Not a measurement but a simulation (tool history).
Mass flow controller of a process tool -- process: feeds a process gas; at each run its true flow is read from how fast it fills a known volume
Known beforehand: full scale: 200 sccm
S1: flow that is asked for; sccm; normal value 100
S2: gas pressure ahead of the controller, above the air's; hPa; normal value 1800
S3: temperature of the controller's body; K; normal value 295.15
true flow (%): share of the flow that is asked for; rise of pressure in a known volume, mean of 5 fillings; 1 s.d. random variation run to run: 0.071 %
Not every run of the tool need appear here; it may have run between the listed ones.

run 1 hour=0.0 | S1=100 S2=1800 S3=295.15 | true_flow_(%)=99.91
run 2 hour=195.9 | S1=182 S2=1800 S3=295.15 | true_flow_(%)=100.20
run 3 hour=325.2 | S1=182 S2=1800 S3=295.15 | true_flow_(%)=100.07
run 4 hour=528.8 | S1=182 S2=1800 S3=295.15 | true_flow_(%)=100.01
run 5 hour=657.5 | S1=182 S2=1800 S3=295.15 | true_flow_(%)=99.97
run 6 hour=776.8 | S1=182 S2=2440 S3=295.15 | true_flow_(%)=100.20
run 7 hour=957.8 | S1=182 S2=2100 S3=295.15 | true_flow_(%)=100.12
run 8 hour=1138.0 | S1=169 S2=1800 S3=295.15 | true_flow_(%)=99.88
run 9 hour=1272.4 | S1=169 S2=1520 S3=295.15 | true_flow_(%)=99.57
run 10 hour=1415.7 | S1=169 S2=1520 S3=295.15 | true_flow_(%)=99.49
run 11 hour=1528.8 | S1=169 S2=1520 S3=295.15 | true_flow_(%)=99.51
-- hour=1629.9 controller's zero set anew
run 12 hour=1649.5 | S1=100 S2=1800 S3=295.15 | true_flow_(%)=99.49
run 13 hour=1861.0 | S1=100 S2=1800 S3=295.15 | true_flow_(%)=99.25
run 14 hour=1999.4 | S1=100 S2=1800 S3=295.15 | true_flow_(%)=99.41
run 15 hour=2103.7 | S1=30 S2=1800 S3=295.15 | true_flow_(%)=99.05
run 16 hour=2218.2 | S1=100 S2=1800 S3=295.15 | true_flow_(%)=99.38
run 17 hour=2314.0 | S1=100 S2=1800 S3=295.15 | true_flow_(%)=99.32
run 18 hour=2480.1 | S1=100 S2=1800 S3=295.15 | true_flow_(%)=99.35
run 19 hour=2609.9 | S1=100 S2=1800 S3=309.15 | true_flow_(%)=97.64
-- hour=2725.0 gauge calibrated
run 20 hour=2751.7 | S1=100 S2=1800 S3=297.15 | true_flow_(%)=99.59
run 21 hour=2909.2 | S1=30 S2=1800 S3=303.15 | true_flow_(%)=98.68
run 22 hour=3107.1 | S1=34 S2=1800 S3=306.15 | true_flow_(%)=98.38
run 23 hour=3202.7 | S1=27 S2=1650 S3=299.15 | true_flow_(%)=99.00
run 24 hour=3376.2 | S1=27 S2=1650 S3=299.15 | true_flow_(%)=98.93
run 25 hour=3573.9 | S1=89 S2=1530 S3=295.15 | true_flow_(%)=99.46
run 26 hour=3742.8 | S1=190 S2=2570 S3=294.15 | true_flow_(%)=100.31
run 27 hour=3867.6 | S1=189 S2=1770 S3=299.15 | true_flow_(%)=99.49
run 28 hour=4025.5 | S1=50 S2=2020 S3=295.15 | true_flow_(%)=99.47
run 29 hour=4216.9 | S1=100 S2=2410 S3=295.15 | true_flow_(%)=99.82
run 30 hour=4361.7 | S1=100 S2=2410 S3=295.15 | true_flow_(%)=99.82
run 31 hour=4537.2 | S1=44 S2=1430 S3=301.15 | true_flow_(%)=98.50
run 32 hour=4665.6 | S1=60 S2=1820 S3=298.15 | true_flow_(%)=99.04
run 33 hour=4857.9 | S1=60 S2=1820 S3=309.15 | true_flow_(%)=97.47
run 34 hour=4945.0 | S1=100 S2=1900 S3=297.15 | true_flow_(%)=99.07
run 35 hour=5074.1 | S1=100 S2=1900 S3=297.15 | true_flow_(%)=99.15
run 36 hour=5218.4 | S1=58 S2=2070 S3=294.15 | true_flow_(%)=99.32
run 37 hour=5323.2 | S1=58 S2=2070 S3=293.15 | true_flow_(%)=99.41
run 38 hour=5425.7 | S1=58 S2=2070 S3=293.15 | true_flow_(%)=99.43
run 39 hour=5611.2 | S1=58 S2=2070 S3=293.15 | true_flow_(%)=99.32
run 40 hour=5774.0 | S1=58 S2=2070 S3=301.15 | true_flow_(%)=98.42

Alternative continuations, all from the tool just after run 40; predict every row:
run A hour=5885.0 | S1=30 S2=1900 S3=295.15 | true_flow_(%)=?
run B hour=5885.0 | S1=39 S2=1800 S3=301.15 | true_flow_(%)=?
run C hour=5885.0 | S1=58 S2=2530 S3=301.15 | true_flow_(%)=?

run=A true_flow_(%)=98.84
run=B true_flow_(%)=98.21
run=C true_flow_(%)=98.48
The same runs, with their run-to-run variation unchanged, on a tool lacking any hidden condition would have given:
run=A true_flow_(%)=99.66
run=B true_flow_(%)=99.02
run=C true_flow_(%)=99.29

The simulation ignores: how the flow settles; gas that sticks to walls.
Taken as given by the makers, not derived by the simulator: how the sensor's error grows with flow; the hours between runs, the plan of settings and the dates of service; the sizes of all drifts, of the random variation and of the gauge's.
